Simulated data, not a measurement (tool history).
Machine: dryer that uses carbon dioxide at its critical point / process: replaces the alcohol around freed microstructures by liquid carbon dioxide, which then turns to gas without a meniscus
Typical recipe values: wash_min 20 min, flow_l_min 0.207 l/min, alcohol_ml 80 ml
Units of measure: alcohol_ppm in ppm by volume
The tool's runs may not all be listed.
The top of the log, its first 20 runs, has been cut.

run     day  wash_min  flow_l_min  alcohol_ml  hours of work since the filter was changed  hours of work since the purifier's bed was changed  alcohol_ppm
 21  16.175        20       0.207          80                                         112                                                 532          313
 22  16.783        20       0.207          80                                         122                                                 542          316
 23  17.625        20       0.207          80                                         136                                                 555          340
     17.929  -- purifier's bed changed
 24  18.729        20       0.207          80                                         151                                                  13           60
 25  19.838        20       0.161          56                                         169                                                  31          274
 26  20.992        20       0.181          23                                         188                                                  50           74
 27  21.979        15        0.17          39                                         204                                                  66          667
 28  22.554        15       0.207          28                                         213                                                  75          193
 29  23.062        14       0.315         103                                         222                                                  83           92
 30  23.988        13       0.139          80                                         237                                                  98         5607
 31  24.554        26       0.207          30                                         246                                                 107           59
 32  25.121        14         0.2          79                                         255                                                 117          908

Run 33, settings as shown, results not yet in. Your forecast:
 33  25.621        20       0.337          92                                         263                                                 125            ?

Run 33 measured alcohol_ppm 60 ppm by volume.
Take away the tool's hidden state, keep the run-to-run variation as it was, and the same run would have given alcohol_ppm 0 ppm by volume.
